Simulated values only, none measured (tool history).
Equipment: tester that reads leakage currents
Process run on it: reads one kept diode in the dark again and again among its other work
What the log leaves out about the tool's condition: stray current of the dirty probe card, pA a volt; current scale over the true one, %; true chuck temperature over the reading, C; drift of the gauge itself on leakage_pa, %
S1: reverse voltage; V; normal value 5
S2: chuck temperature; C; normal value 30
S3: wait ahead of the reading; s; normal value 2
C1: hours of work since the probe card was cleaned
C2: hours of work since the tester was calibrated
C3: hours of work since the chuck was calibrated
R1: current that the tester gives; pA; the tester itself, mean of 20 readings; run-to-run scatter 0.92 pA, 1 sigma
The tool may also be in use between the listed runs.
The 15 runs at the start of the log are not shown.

run	hour	S1	S2	S3	C1	C2	C3	R1
16	534.8	5	30	2	1675	1239	230	326.71
17	570.9	5	30	2.62	1702	1266	257	325.06
18	615.3	5	30	2.62	1735	1299	290	327.9
19	643.9	5	30	2.62	1756	1320	311	328.91
20	668.9	5	39	2	1775	1339	330	684.94
21	696.8	3.19	21	1.66	1796	1359	350	127.33
22	735.8	7.07	45	1.66	1825	1388	379	1267.98
# hour 754.7: probe card cleaned and baked
23	761.7	7.07	45	1.66	5	1405	396	1267.78
24	790.2	1.01	54	2	26	1427	418	1139.64
25	818	2.22	24	0.35	47	1447	438	146.41
26	865.1	15.53	45	4.31	82	1482	473	1760.39
# hour 872.4: probe card cleaned and baked, once more
27	907.2	2.94	45	4.31	26	1512	503	894.31
28	940.3	2.52	38	0.57	51	1536	527	488.63
29	984.7	3.29	24	2	84	1569	560	167.59
30	1019.3	1.76	24	2.37	109	1595	586	130.1
31	1064.5	8.14	29	7.93	143	1629	620	372.31
32	1096.9	10.16	24	0.51	167	1653	644	268.36
33	1121.9	10.16	24	0.83	186	1672	663	267.06
34	1148	10.16	45	0.83	205	1691	682	1501.72
35	1170.7	3.74	23	3.22	222	1708	699	163.94
36	1199.3	1.72	30	2	243	1729	720	221.06
37	1237.1	4.74	26	2	272	1757	748	236.3
38	1272.3	10.73	22	2	298	1784	775	231.26
39	1298.7	10.73	20	1.05	317	1803	794	196.41

5 options for the next run, each taken on its own from the tool as it stands now. Forecast them:
A	1338.5	5	35	2	347	1833	824	?
B	1338.5	5	47	2.07	347	1833	824	?
C	1338.5	6.01	27	1.05	347	1833	824	?
D	1338.5	1.3	20	0.68	347	1833	824	?
E	1338.5	10.73	46	1.05	347	1833	824	?

run	R1
A	518.06
B	1336.41
C	285.31
D	83.33
E	1670.19
Had the tool no hidden state, the same runs would have come out as:
run	R1
A	465.39
B	1210.07
C	254.44
D	74.08
E	1510.63
